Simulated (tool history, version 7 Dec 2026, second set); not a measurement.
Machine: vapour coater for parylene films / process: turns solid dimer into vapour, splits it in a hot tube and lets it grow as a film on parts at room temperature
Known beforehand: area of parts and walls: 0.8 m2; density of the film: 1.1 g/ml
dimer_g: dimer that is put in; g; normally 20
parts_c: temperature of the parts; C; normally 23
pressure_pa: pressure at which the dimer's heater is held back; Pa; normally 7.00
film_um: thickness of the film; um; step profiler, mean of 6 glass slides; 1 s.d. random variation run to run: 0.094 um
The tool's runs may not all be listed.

run	hour	dimer_g	parts_c	pressure_pa	film_um
1	0.0	20	23	7.00	17.00
2	16.0	20	23	10.00	16.21
3	30.6	20	23	10.00	16.43
4	47.0	20	17	7.00	19.74
5	71.3	20	23	8.02	16.61
6	99.9	20	23	8.02	16.72
7	126.8	16	20	2.93	16.02

Forecast run 8:
8	147.2	10	16	9.18	?

{"run 8": {"film_um": 9.83}}
If the tool had no hidden condition, the same run with the same run-to-run variation would have returned film_um 9.94 um.
